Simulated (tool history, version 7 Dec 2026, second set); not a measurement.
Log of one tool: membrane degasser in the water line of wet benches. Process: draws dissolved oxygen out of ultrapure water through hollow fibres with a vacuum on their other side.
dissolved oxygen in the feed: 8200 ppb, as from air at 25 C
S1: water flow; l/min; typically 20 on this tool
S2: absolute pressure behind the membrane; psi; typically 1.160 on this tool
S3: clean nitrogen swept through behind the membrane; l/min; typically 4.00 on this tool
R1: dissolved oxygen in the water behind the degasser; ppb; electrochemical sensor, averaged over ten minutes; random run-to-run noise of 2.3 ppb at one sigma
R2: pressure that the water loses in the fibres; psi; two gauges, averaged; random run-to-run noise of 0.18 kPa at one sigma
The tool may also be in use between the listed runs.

run 1 hour=0.0 | S1=20 S2=1.160 S3=4.00 | R1=242.7 R2=5.091
run 2 hour=81.2 | S1=20 S2=1.160 S3=4.00 | R1=244.2 R2=5.072
run 3 hour=164.4 | S1=20 S2=0.886 S3=4.00 | R1=219.6 R2=5.033
run 4 hour=232.0 | S1=20 S2=0.886 S3=4.00 | R1=222.2 R2=5.129
run 5 hour=316.0 | S1=20 S2=0.886 S3=4.00 | R1=225.2 R2=5.036
run 6 hour=405.0 | S1=20 S2=1.680 S3=4.00 | R1=285.0 R2=5.075
run 7 hour=451.8 | S1=20 S2=1.680 S3=4.00 | R1=287.6 R2=5.056
run 8 hour=539.0 | S1=20 S2=1.680 S3=4.00 | R1=290.9 R2=5.098
run 9 hour=599.3 | S1=20 S2=1.680 S3=4.00 | R1=291.0 R2=5.094
run 10 hour=663.0 | S1=20 S2=1.680 S3=4.00 | R1=289.0 R2=5.160
run 11 hour=718.2 | S1=20 S2=1.680 S3=4.00 | R1=287.5 R2=5.066
run 12 hour=802.7 | S1=20 S2=1.680 S3=4.00 | R1=291.2 R2=5.114
run 13 hour=879.2 | S1=20 S2=1.160 S3=4.00 | R1=248.9 R2=5.092
run 14 hour=922.4 | S1=20 S2=1.160 S3=7.43 | R1=222.7 R2=5.073
run 15 hour=1004.2 | S1=20 S2=1.160 S3=7.43 | R1=224.3 R2=5.105
run 16 hour=1046.1 | S1=14 S2=1.160 S3=4.00 | R1=113.8 R2=3.587
run 17 hour=1135.0 | S1=22 S2=0.957 S3=1.88 | R1=329.3 R2=5.600
run 18 hour=1192.4 | S1=15 S2=1.111 S3=1.84 | R1=177.1 R2=3.870
-- hour=1199.6 vacuum gauge calibrated
run 19 hour=1269.8 | S1=15 S2=1.111 S3=1.84 | R1=180.9 R2=3.828
run 20 hour=1352.7 | S1=25 S2=1.111 S3=2.31 | R1=438.0 R2=6.398
run 21 hour=1421.4 | S1=25 S2=1.111 S3=2.31 | R1=433.9 R2=6.434
run 22 hour=1476.2 | S1=12 S2=0.949 S3=4.00 | R1=71.9 R2=3.012
run 23 hour=1551.0 | S1=12 S2=0.949 S3=4.00 | R1=72.1 R2=3.041
run 24 hour=1617.1 | S1=12 S2=0.721 S3=7.82 | R1=52.3 R2=3.081
run 25 hour=1670.7 | S1=22 S2=0.767 S3=9.68 | R1=253.9 R2=5.604
run 26 hour=1766.5 | S1=25 S2=2.219 S3=3.38 | R1=515.3 R2=6.373
-- hour=1779.8 vacuum gauge calibrated, once more
run 27 hour=1811.4 | S1=20 S2=1.234 S3=4.00 | R1=259.2 R2=5.111
run 28 hour=1874.9 | S1=21 S2=0.698 S3=3.44 | R1=242.2 R2=5.429
run 29 hour=1918.4 | S1=20 S2=2.400 S3=4.00 | R1=345.2 R2=5.121
run 30 hour=1961.0 | S1=23 S2=1.732 S3=6.32 | R1=344.6 R2=5.951
run 31 hour=2012.3 | S1=20 S2=1.128 S3=4.91 | R1=240.4 R2=5.104
run 32 hour=2070.1 | S1=13 S2=1.604 S3=4.08 | R1=120.4 R2=3.304

Pick out some run-to-run changes in R1. Of each, how much would a tool without hidden state show as well, from the settings, what came in and chance, and how much is left for the hidden state and any gauge scatter not in both results compared?
The tool's hidden condition here consists of: membrane still open, %; true pressure behind the membrane over the reading, kPa; air that leaks in behind the membrane, l/min; drift of the gauge itself on oxygen_ppb, %; drift of the gauge itself on loss_of_pressure_kpa, %.
Run 19 -> 20: S1 15 -> 25, S3 1.84 -> 2.31. R1 +257.1 ppb: hidden state +17.9, all else +239.2.
Run 21 -> 22: S1 25 -> 12, S2 1.111 -> 0.949, S3 2.31 -> 4.00. R1 -362.0 ppb: hidden state -27.2, all else -334.8.
Run 24 -> 25: S1 12 -> 22, S2 0.721 -> 0.767, S3 7.82 -> 9.68. R1 +201.6 ppb: hidden state +17.5, all else +184.1.
Run 25 -> 26: S1 22 -> 25, S2 0.767 -> 2.219, S3 9.68 -> 3.38. R1 +261.4 ppb: hidden state +10.9, all else +250.5.
